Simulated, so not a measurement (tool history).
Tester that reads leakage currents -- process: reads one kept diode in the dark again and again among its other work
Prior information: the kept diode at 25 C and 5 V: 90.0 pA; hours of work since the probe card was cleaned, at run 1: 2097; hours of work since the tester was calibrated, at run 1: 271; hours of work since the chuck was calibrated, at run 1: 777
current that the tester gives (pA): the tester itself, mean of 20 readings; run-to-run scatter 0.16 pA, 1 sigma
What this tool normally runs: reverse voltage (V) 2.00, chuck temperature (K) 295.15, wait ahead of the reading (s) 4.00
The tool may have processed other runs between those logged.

run,hour,reverse voltage (V),chuck temperature (K),wait ahead of the reading (s),hours of work since the probe card was cleaned,hours of work since the tester was calibrated,hours of work since the chuck was calibrated,current that the tester gives (pA)
1,0.0,2.00,295.15,4.00,2097,271,777,57.72
2,49.2,2.00,295.15,1.88,2134,308,814,57.82
3,101.4,2.00,295.15,1.88,2173,347,853,57.93
4,154.6,2.00,295.15,1.88,2213,387,893,58.24
5,206.9,2.00,295.15,1.88,2252,426,932,58.71
6,254.5,2.00,293.15,4.00,2288,462,968,49.48
7,281.5,2.00,293.15,4.00,2308,482,988,49.42
8,311.3,2.00,295.15,4.00,2330,505,1010,59.55
9,344.1,2.00,295.15,4.00,2355,529,1035,59.64
10,382.1,2.00,295.15,4.00,2383,558,1063,59.16
11,409.6,2.00,295.15,4.00,2404,578,1084,59.92
12,453.9,3.66,295.15,4.00,2437,611,1117,74.56
13,490.6,3.66,295.15,4.00,2464,639,1145,74.13
14,530.5,2.00,295.15,4.00,2494,669,1175,60.40
15,581.8,2.00,295.15,4.00,2533,707,1213,60.60
16,622.4,2.00,295.15,4.00,2563,738,1243,61.04
17,668.5,2.00,295.15,4.00,2598,772,1278,61.44
# hour 724.5: chuck's temperature calibrated
18,724.8,2.00,295.15,4.00,2638,813,0,52.62
19,751.0,2.00,299.15,4.00,2658,832,20,74.64
20,776.1,2.00,299.15,4.00,2677,851,39,75.00
21,801.5,2.00,299.15,4.00,2696,870,58,75.11
22,838.3,9.43,322.15,9.89,2723,898,85,831.62
23,879.2,1.81,313.15,2.04,2754,928,116,238.78
24,908.0,8.34,308.15,6.48,2776,950,137,263.80
25,949.9,19.04,295.15,2.56,2807,981,169,130.75
26,999.2,19.04,295.15,2.56,2844,1018,206,131.62
27,1048.8,19.04,295.15,2.56,2881,1056,243,132.44
28,1073.3,19.04,295.15,2.56,2899,1074,261,133.07
29,1114.8,19.04,295.15,2.56,2931,1105,292,133.52
30,1155.1,6.39,295.15,2.56,2961,1135,323,84.55
31,1181.0,6.39,295.15,2.56,2980,1155,342,84.75
32,1211.4,2.30,303.15,4.05,3003,1177,365,115.23
33,1239.8,2.30,303.15,4.05,3024,1199,386,115.45
34,1280.8,3.12,296.15,9.35,3055,1229,417,71.16
35,1330.1,2.00,311.15,0.94,3092,1266,454,216.17
36,1371.7,4.48,315.15,0.94,3123,1297,485,391.04
37,1405.3,1.07,315.15,0.99,3148,1323,510,247.14
38,1432.1,1.07,315.15,0.99,3168,1343,530,248.25
39,1456.7,2.00,327.15,4.00,3187,1361,548,769.73

For each entry between runs, how does the tool's hidden state at the last listed run before it compare with that at the first listed run after it?
Run 17 -> run 18: chuck's temperature calibrated (hour 724.5)
  stray current of the dirty probe card, pA a volt: 1.228 -> 1.245; current scale over the true one, %: 0.18 -> 0.19; true chuck temperature over the reading, C: 1.49 -> -0.25
  measured value less the no-hidden-state value, current that the tester gives (pA): +10.09 -> +1.36
